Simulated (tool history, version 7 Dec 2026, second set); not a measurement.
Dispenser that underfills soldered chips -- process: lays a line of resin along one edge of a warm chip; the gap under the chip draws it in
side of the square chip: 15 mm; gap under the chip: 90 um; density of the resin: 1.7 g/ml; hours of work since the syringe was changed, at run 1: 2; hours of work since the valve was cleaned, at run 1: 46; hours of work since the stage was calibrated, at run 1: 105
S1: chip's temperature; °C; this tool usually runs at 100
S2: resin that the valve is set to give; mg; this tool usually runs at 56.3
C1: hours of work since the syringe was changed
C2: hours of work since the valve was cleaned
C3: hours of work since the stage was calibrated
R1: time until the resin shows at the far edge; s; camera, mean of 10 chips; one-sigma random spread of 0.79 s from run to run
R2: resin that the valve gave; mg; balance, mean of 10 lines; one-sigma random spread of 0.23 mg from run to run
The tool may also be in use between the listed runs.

{"run": 1, "day": 0.0, "S1": 100, "S2": 56.3, "C1": 2, "C2": 46, "C3": 105, "R1": 80.1, "R2": 53.82}
{"day": 0.108, "done": "dispensing valve cleaned and set on the balance"}
{"run": 2, "day": 0.217, "S1": 100, "S2": 56.3, "C1": 5, "C2": 2, "C3": 109, "R1": 85.9, "R2": 56.13}
{"day": 0.279, "done": "new syringe of resin"}
{"run": 3, "day": 0.425, "S1": 100, "S2": 59.9, "C1": 3, "C2": 6, "C3": 112, "R1": 79.9, "R2": 59.84}
{"run": 4, "day": 0.529, "S1": 106, "S2": 56.3, "C1": 5, "C2": 8, "C3": 114, "R1": 74.4, "R2": 56.03}
{"day": 0.608, "done": "new syringe of resin"}
{"run": 5, "day": 0.662, "S1": 100, "S2": 56.3, "C1": 1, "C2": 10, "C3": 117, "R1": 75.2, "R2": 55.67}
{"run": 6, "day": 0.808, "S1": 100, "S2": 71.6, "C1": 4, "C2": 13, "C3": 119, "R1": 83.4, "R2": 70.69}
{"day": 0.929, "done": "new syringe of resin"}
{"run": 7, "day": 0.992, "S1": 100, "S2": 56.3, "C1": 1, "C2": 16, "C3": 122, "R1": 74.1, "R2": 55.32}
{"run": 8, "day": 1.129, "S1": 100, "S2": 70.1, "C1": 4, "C2": 19, "C3": 125, "R1": 82.1, "R2": 68.89}
{"day": 1.262, "done": "new syringe of resin"}
{"run": 9, "day": 1.325, "S1": 100, "S2": 56.3, "C1": 1, "C2": 22, "C3": 129, "R1": 77.5, "R2": 55.33}
{"run": 10, "day": 1.412, "S1": 100, "S2": 56.3, "C1": 3, "C2": 24, "C3": 130, "R1": 79.9, "R2": 55.33}
{"day": 1.588, "done": "new syringe of resin"}
{"run": 11, "day": 1.617, "S1": 103, "S2": 56.3, "C1": 1, "C2": 27, "C3": 134, "R1": 69.3, "R2": 54.81}
{"run": 12, "day": 1.754, "S1": 100, "S2": 61.0, "C1": 3, "C2": 30, "C3": 137, "R1": 82.7, "R2": 59.78}
{"run": 13, "day": 1.85, "S1": 100, "S2": 61.0, "C1": 5, "C2": 32, "C3": 138, "R1": 86.1, "R2": 59.0}
{"day": 1.917, "done": "new syringe of resin"}
{"run": 14, "day": 2.062, "S1": 100, "S2": 64.2, "C1": 3, "C2": 36, "C3": 142, "R1": 76.8, "R2": 62.47}
{"day": 2.242, "done": "new syringe of resin"}
{"run": 15, "day": 2.246, "S1": 100, "S2": 64.2, "C1": 0, "C2": 39, "C3": 145, "R1": 71.1, "R2": 62.09}
{"run": 16, "day": 2.338, "S1": 100, "S2": 64.2, "C1": 2, "C2": 41, "C3": 147, "R1": 75.9, "R2": 61.72}
{"run": 17, "day": 2.488, "S1": 102, "S2": 55.0, "C1": 5, "C2": 44, "C3": 150, "R1": 82.6, "R2": 53.35}
{"day": 2.571, "done": "new syringe of resin"}
{"run": 18, "day": 2.592, "S1": 102, "S2": 55.0, "C1": 0, "C2": 45, "C3": 152, "R1": 68.0, "R2": 52.2}
{"day": 2.717, "done": "dispensing valve cleaned and set on the balance"}
{"run": 19, "day": 2.725, "S1": 115, "S2": 55.7, "C1": 2, "C2": 0, "C3": 153, "R1": 53.1, "R2": 55.9}
{"run": 20, "day": 2.867, "S1": 112, "S2": 53.8, "C1": 5, "C2": 3, "C3": 156, "R1": 63.6, "R2": 53.8}
{"day": 2.946, "done": "new syringe of resin"}
{"run": 21, "day": 3.058, "S1": 90, "S2": 54.8, "C1": 2, "C2": 6, "C3": 159, "R1": 101.8, "R2": 54.28}
{"run": 22, "day": 3.246, "S1": 90, "S2": 54.8, "C1": 6, "C2": 10, "C3": 163, "R1": 116.2, "R2": 54.39}
{"day": 3.271, "done": "new syringe of resin"}
{"run": 23, "day": 3.412, "S1": 90, "S2": 54.8, "C1": 3, "C2": 13, "C3": 166, "R1": 106.1, "R2": 53.96}
{"run": 24, "day": 3.562, "S1": 91, "S2": 56.8, "C1": 6, "C2": 16, "C3": 169, "R1": 114.2, "R2": 55.85}
{"day": 3.604, "done": "new syringe of resin"}
{"run": 25, "day": 3.767, "S1": 100, "S2": 72.8, "C1": 3, "C2": 19, "C3": 172, "R1": 79.4, "R2": 71.01}
{"run": 26, "day": 3.862, "S1": 100, "S2": 72.8, "C1": 5, "C2": 21, "C3": 174, "R1": 83.2, "R2": 71.26}
{"day": 3.933, "done": "new syringe of resin"}
{"run": 27, "day": 3.962, "S1": 114, "S2": 53.3, "C1": 1, "C2": 23, "C3": 176, "R1": 52.5, "R2": 51.99}
{"run": 28, "day": 4.088, "S1": 114, "S2": 53.3, "C1": 3, "C2": 25, "C3": 178, "R1": 58.4, "R2": 51.7}
{"day": 4.254, "done": "new syringe of resin"}
{"run": 29, "day": 4.254, "S1": 88, "S2": 53.9, "C1": 0, "C2": 28, "C3": 181, "R1": 100.5, "R2": 52.13}
{"run": 30, "day": 4.45, "S1": 90, "S2": 51.8, "C1": 4, "C2": 32, "C3": 185, "R1": 113.9, "R2": 49.76}

Here are 5 independent what-if runs from the current tool condition. What would each one return?
{"day": 4.583, "done": "new syringe of resin"}
{"run": "A", "day": 4.646, "S1": 114, "S2": 51.8, "C1": 1, "C2": 35, "C3": 188, "R1": "?", "R2": "?"}
{"day": 4.583, "done": "new syringe of resin"}
{"run": "B", "day": 4.646, "S1": 90, "S2": 67.7, "C1": 1, "C2": 35, "C3": 188, "R1": "?", "R2": "?"}
{"day": 4.583, "done": "new syringe of resin"}
{"run": "C", "day": 4.646, "S1": 100, "S2": 61.1, "C1": 1, "C2": 35, "C3": 188, "R1": "?", "R2": "?"}
{"day": 4.583, "done": "new syringe of resin"}
{"run": "D", "day": 4.646, "S1": 87, "S2": 56.3, "C1": 1, "C2": 35, "C3": 188, "R1": "?", "R2": "?"}
{"day": 4.583, "done": "new syringe of resin"}
{"run": "E", "day": 4.646, "S1": 104, "S2": 52.0, "C1": 1, "C2": 35, "C3": 188, "R1": "?", "R2": "?"}

run=A R1=52.3 R2=50.10
run=B R1=98.3 R2=65.06
run=C R1=74.5 R2=58.87
run=D R1=105.9 R2=54.10
run=E R1=67.4 R2=50.33
Without the tool's hidden state the same runs would have given:
run=A R1=51.4 R2=51.97
run=B R1=97.2 R2=67.49
run=C R1=73.5 R2=61.07
run=D R1=104.5 R2=56.12
run=E R1=66.3 R2=52.21
